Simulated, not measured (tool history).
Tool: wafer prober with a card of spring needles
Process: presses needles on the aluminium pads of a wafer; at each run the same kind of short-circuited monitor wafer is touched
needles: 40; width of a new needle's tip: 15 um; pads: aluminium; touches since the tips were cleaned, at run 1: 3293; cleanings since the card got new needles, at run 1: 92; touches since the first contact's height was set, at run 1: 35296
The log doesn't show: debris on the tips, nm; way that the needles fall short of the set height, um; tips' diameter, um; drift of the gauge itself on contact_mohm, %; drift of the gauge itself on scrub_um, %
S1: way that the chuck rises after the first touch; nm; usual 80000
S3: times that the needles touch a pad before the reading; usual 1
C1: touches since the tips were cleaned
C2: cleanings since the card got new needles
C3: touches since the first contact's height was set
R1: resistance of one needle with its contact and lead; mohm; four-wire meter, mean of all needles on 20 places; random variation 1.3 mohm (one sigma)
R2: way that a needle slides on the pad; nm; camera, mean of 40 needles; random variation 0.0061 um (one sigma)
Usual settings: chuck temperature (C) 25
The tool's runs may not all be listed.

{"run": 1, "hour": 0.0, "S1": 80000, "chuck temperature (C)": 25, "S3": 1, "C1": 3293, "C2": 92, "C3": 35296, "R1": 139, "R2": 17680}
{"hour": 13.5, "done": "tips cleaned on abrasive film"}
{"hour": 34.8, "done": "tips cleaned on abrasive film"}
{"hour": 56.0, "done": "tips cleaned on abrasive film"}
{"run": 2, "hour": 56.3, "S1": 80000, "chuck temperature (C)": 25, "S3": 3, "C1": 158, "C2": 95, "C3": 61388, "R1": 111, "R2": 17618}
{"hour": 78.6, "done": "tips cleaned on abrasive film"}
{"hour": 83.5, "done": "height of the first contact set anew"}
{"hour": 101.7, "done": "tips cleaned on abrasive film"}
{"run": 3, "hour": 111.9, "S1": 80000, "chuck temperature (C)": 25, "S3": 3, "C1": 4776, "C2": 97, "C3": 13202, "R1": 122, "R2": 17746}
{"hour": 121.2, "done": "tips cleaned on abrasive film"}
{"hour": 143.6, "done": "tips cleaned on abrasive film"}
{"hour": 163.2, "done": "tips cleaned on abrasive film"}
{"run": 4, "hour": 167.0, "S1": 79000, "chuck temperature (C)": 25, "S3": 1, "C1": 1776, "C2": 100, "C3": 38714, "R1": 133, "R2": 17458}
{"hour": 184.8, "done": "tips cleaned on abrasive film"}
{"hour": 206.0, "done": "tips cleaned on abrasive film"}
{"run": 5, "hour": 206.0, "S1": 79000, "chuck temperature (C)": 25, "S3": 1, "C1": 0, "C2": 102, "C3": 56751, "R1": 112, "R2": 17420}
{"hour": 228.4, "done": "tips cleaned on abrasive film"}
{"hour": 242.5, "done": "height of the first contact set anew"}
{"hour": 247.2, "done": "tips cleaned on abrasive film"}
{"run": 6, "hour": 264.2, "S1": 79000, "chuck temperature (C)": 25, "S3": 1, "C1": 7928, "C2": 104, "C3": 10061, "R1": 161, "R2": 17508}
{"hour": 268.0, "done": "tips cleaned on abrasive film"}
{"hour": 288.8, "done": "tips cleaned on abrasive film"}
{"hour": 309.1, "done": "tips cleaned on abrasive film"}
{"hour": 331.7, "done": "tips cleaned on abrasive film"}
{"run": 7, "hour": 334.5, "S1": 79000, "chuck temperature (C)": 45, "S3": 1, "C1": 1328, "C2": 108, "C3": 42613, "R1": 132, "R2": 17455}
{"hour": 352.0, "done": "tips cleaned on abrasive film"}
{"hour": 374.1, "done": "tips cleaned on abrasive film"}
{"hour": 395.1, "done": "tips cleaned on abrasive film"}
{"hour": 403.9, "done": "height of the first contact set anew"}
{"run": 8, "hour": 412.7, "S1": 79000, "chuck temperature (C)": 45, "S3": 1, "C1": 8089, "C2": 111, "C3": 4090, "R1": 161, "R2": 17529}
{"hour": 417.4, "done": "tips cleaned on abrasive film"}
{"hour": 437.7, "done": "tips cleaned on abrasive film"}
{"run": 9, "hour": 445.7, "S1": 79000, "chuck temperature (C)": 25, "S3": 1, "C1": 3716, "C2": 113, "C3": 19334, "R1": 150, "R2": 17493}
{"hour": 459.5, "done": "tips cleaned on abrasive film"}
{"hour": 480.5, "done": "tips cleaned on abrasive film"}
{"hour": 501.0, "done": "tips cleaned on abrasive film"}
{"run": 10, "hour": 501.0, "S1": 80000, "chuck temperature (C)": 25, "S3": 1, "C1": 0, "C2": 116, "C3": 44951, "R1": 113, "R2": 17673}
{"hour": 522.8, "done": "tips cleaned on abrasive film"}
{"hour": 542.7, "done": "tips cleaned on abrasive film"}
{"run": 11, "hour": 546.5, "S1": 80000, "chuck temperature (C)": 25, "S3": 1, "C1": 1805, "C2": 118, "C3": 66053, "R1": 137, "R2": 17621}
{"hour": 564.2, "done": "tips cleaned on abrasive film"}
{"hour": 564.5, "done": "height of the first contact set anew"}
{"hour": 585.0, "done": "tips cleaned on abrasive film"}
{"run": 12, "hour": 585.0, "S1": 80000, "chuck temperature (C)": 25, "S3": 1, "C1": 0, "C2": 120, "C3": 9478, "R1": 114, "R2": 17724}
{"hour": 604.9, "done": "tips cleaned on abrasive film"}
{"hour": 624.5, "done": "tips cleaned on abrasive film"}
{"run": 13, "hour": 640.1, "S1": 80000, "chuck temperature (C)": 25, "S3": 1, "C1": 7241, "C2": 122, "C3": 35053, "R1": 160, "R2": 17702}
{"hour": 644.8, "done": "tips cleaned on abrasive film"}
{"hour": 666.9, "done": "tips cleaned on abrasive film"}
{"hour": 688.8, "done": "tips cleaned on abrasive film"}
{"run": 14, "hour": 688.8, "S1": 80000, "chuck temperature (C)": 25, "S3": 1, "C1": 0, "C2": 125, "C3": 57573, "R1": 113, "R2": 17646}
{"hour": 710.5, "done": "tips cleaned on abrasive film"}
{"hour": 722.4, "done": "height of the first contact set anew"}
{"hour": 731.7, "done": "tips cleaned on abrasive film"}
{"run": 15, "hour": 732.3, "S1": 80000, "chuck temperature (C)": 25, "S3": 1, "C1": 276, "C2": 127, "C3": 4543, "R1": 121, "R2": 17736}
{"hour": 752.8, "done": "tips cleaned on abrasive film"}
{"hour": 774.1, "done": "tips cleaned on abrasive film"}
{"hour": 792.5, "done": "tips cleaned on abrasive film"}
{"run": 16, "hour": 793.4, "S1": 63000, "chuck temperature (C)": 58, "S3": 3, "C1": 382, "C2": 130, "C3": 32844, "R1": 121, "R2": 13916}
{"hour": 811.5, "done": "tips cleaned on abrasive film"}
{"hour": 833.5, "done": "tips cleaned on abrasive film"}
{"run": 17, "hour": 835.9, "S1": 85000, "chuck temperature (C)": 51, "S3": 1, "C1": 1118, "C2": 132, "C3": 52558, "R1": 123, "R2": 18750}
{"hour": 853.2, "done": "tips cleaned on abrasive film"}
{"hour": 871.7, "done": "tips cleaned on abrasive film"}
{"hour": 881.1, "done": "height of the first contact set anew"}
{"hour": 893.6, "done": "tips cleaned on abrasive film"}
{"run": 18, "hour": 905.2, "S1": 85000, "chuck temperature (C)": 51, "S3": 1, "C1": 5388, "C2": 135, "C3": 11137, "R1": 155, "R2": 18849}
{"hour": 913.6, "done": "tips cleaned on abrasive film"}
{"hour": 933.1, "done": "tips cleaned on abrasive film"}
{"hour": 952.2, "done": "tips cleaned on abrasive film"}
{"run": 19, "hour": 952.2, "S1": 80000, "chuck temperature (C)": 25, "S3": 1, "C1": 0, "C2": 138, "C3": 32886, "R1": 113, "R2": 17685}
{"hour": 971.9, "done": "tips cleaned on abrasive film"}
{"hour": 993.3, "done": "tips cleaned on abrasive film"}
{"hour": 1014.5, "done": "tips cleaned on abrasive film"}
{"run": 20, "hour": 1031.1, "S1": 78000, "chuck temperature (C)": 25, "S3": 1, "C1": 7730, "C2": 141, "C3": 69481, "R1": 167, "R2": 17201}
{"hour": 1035.8, "done": "tips cleaned on abrasive film"}
{"hour": 1040.7, "done": "height of the first contact set anew"}
{"hour": 1057.8, "done": "tips cleaned on abrasive film"}
{"hour": 1077.3, "done": "tips cleaned on abrasive film"}
{"hour": 1098.5, "done": "tips cleaned on abrasive film"}
{"run": 21, "hour": 1110.2, "S1": 70000, "chuck temperature (C)": 95, "S3": 1, "C1": 5428, "C2": 145, "C3": 32220, "R1": 173, "R2": 15488}
{"hour": 1119.4, "done": "tips cleaned on abrasive film"}
{"hour": 1141.7, "done": "tips cleaned on abrasive film"}
{"run": 22, "hour": 1143.6, "S1": 79000, "chuck temperature (C)": 27, "S3": 2, "C1": 908, "C2": 147, "C3": 47713, "R1": 120, "R2": 17451}
{"hour": 1160.5, "done": "tips cleaned on abrasive film"}
{"run": 23, "hour": 1176.7, "S1": 62000, "chuck temperature (C)": 55, "S3": 2, "C1": 7537, "C2": 148, "C3": 63053, "R1": 165, "R2": 13666}
{"hour": 1181.4, "done": "tips cleaned on abrasive film"}
{"hour": 1198.9, "done": "height of the first contact set anew"}
{"hour": 1203.6, "done": "tips cleaned on abrasive film"}
{"hour": 1225.4, "done": "tips cleaned on abrasive film"}
{"hour": 1245.3, "done": "tips cleaned on abrasive film"}
{"run": 24, "hour": 1255.2, "S1": 90000, "chuck temperature (C)": 73, "S3": 2, "C1": 4610, "C2": 152, "C3": 26085, "R1": 137, "R2": 19940}
{"hour": 1267.9, "done": "tips cleaned on abrasive film"}
{"hour": 1289.6, "done": "tips cleaned on abrasive film"}
{"hour": 1311.8, "done": "tips cleaned on abrasive film"}
{"run": 25, "hour": 1328.9, "S1": 78000, "chuck temperature (C)": 62, "S3": 1, "C1": 7964, "C2": 155, "C3": 60224, "R1": 170, "R2": 17200}
{"hour": 1332.1, "done": "tips cleaned on abrasive film"}
{"hour": 1354.3, "done": "tips cleaned on abrasive film"}
{"hour": 1359.2, "done": "height of the first contact set anew"}
{"hour": 1373.0, "done": "tips cleaned on abrasive film"}
{"hour": 1395.7, "done": "tips cleaned on abrasive film"}
{"run": 26, "hour": 1402.0, "S1": 96000, "chuck temperature (C)": 25, "S3": 1, "C1": 2949, "C2": 159, "C3": 19857, "R1": 135, "R2": 21270}
{"hour": 1415.0, "done": "tips cleaned on abrasive film"}
{"hour": 1436.3, "done": "tips cleaned on abrasive film"}
{"hour": 1457.0, "done": "tips cleaned on abrasive film"}
{"run": 27, "hour": 1461.3, "S1": 79000, "chuck temperature (C)": 52, "S3": 1, "C1": 2029, "C2": 162, "C3": 47324, "R1": 144, "R2": 17464}
{"hour": 1477.0, "done": "tips cleaned on abrasive film"}
{"run": 28, "hour": 1494.5, "S1": 99000, "chuck temperature (C)": 29, "S3": 1, "C1": 8159, "C2": 163, "C3": 62740, "R1": 149, "R2": 21877}
{"hour": 1499.2, "done": "tips cleaned on abrasive film"}
{"hour": 1517.5, "done": "height of the first contact set anew"}
{"hour": 1522.0, "done": "tips cleaned on abrasive film"}
{"run": 29, "hour": 1532.3, "S1": 99000, "chuck temperature (C)": 29, "S3": 1, "C1": 4826, "C2": 165, "C3": 6868, "R1": 139, "R2": 21949}

Measured less the same run without the tool's hidden state. The same run-to-run variation is in both; the gauge's scatter may not be:
run=1 R1=+32 R2=-71
run=2 R1=+3 R2=-126
run=3 R1=+15 R2=-16
run=4 R1=+26 R2=-73
run=5 R1=+4 R2=-106
run=6 R1=+51 R2=-15
run=7 R1=+22 R2=-81
run=8 R1=+51 R2=+0
run=9 R1=+40 R2=-38
run=10 R1=+4 R2=-92
run=11 R1=+27 R2=-125
run=12 R1=+4 R2=-21
run=13 R1=+51 R2=-61
run=14 R1=+6 R2=-108
run=15 R1=+11 R2=-17
run=16 R1=+7 R2=-62
run=17 R1=+14 R2=-100
run=18 R1=+44 R2=-12
run=19 R1=+4 R2=-66
run=20 R1=+59 R2=-112
run=21 R1=+56 R2=-43
run=22 R1=+12 R2=-78
run=23 R1=+50 R2=-96
run=24 R1=+24 R2=-48
run=25 R1=+57 R2=-107
run=26 R1=+28 R2=-34
run=27 R1=+32 R2=-86
run=28 R1=+40 R2=-99
run=29 R1=+32 R2=-19
